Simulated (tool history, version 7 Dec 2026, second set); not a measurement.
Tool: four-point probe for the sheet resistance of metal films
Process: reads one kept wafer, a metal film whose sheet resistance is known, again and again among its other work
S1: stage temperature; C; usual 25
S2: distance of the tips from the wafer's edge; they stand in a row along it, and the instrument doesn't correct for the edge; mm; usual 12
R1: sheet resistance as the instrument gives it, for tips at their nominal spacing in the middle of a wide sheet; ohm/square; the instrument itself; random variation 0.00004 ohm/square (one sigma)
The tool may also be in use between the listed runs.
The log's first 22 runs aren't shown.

run   hour  S1  S2        R1
 23  393.2  28  36  0.199329
 24  415.8  19  53  0.197833
     434.6  -- stage's thermometer calibrated, once more
 25  440.8  19  53  0.197855
 26  455.6  29  12  0.200068
 27  468.5  29  12  0.200034
 28  490.2  29  12  0.200123
 29  510.6  26  19  0.199213
 30  532.7  34  12  0.200775
 31  544.3  19  49  0.197789
 32  563.7  19  11  0.198654
 33  585.5  33  19  0.200225
 34    611  26  52  0.198865
 35  625.2  21  52   0.19805
 36  638.9  21  52  0.198114
 37  650.7  30  53  0.199479
 38  669.6  30  35    0.1996
 39  686.1  22  11  0.199078
 40  710.6  25   6  0.201625
 41    724  20   6  0.200822
 42  749.5  20   6  0.200777

Forecast run 43:
 43  775.3  22   6   ?

{"run 43": {"R1": 0.201117}}
Without the tool's hidden state the same run would have given R1 0.201594 ohm/square.
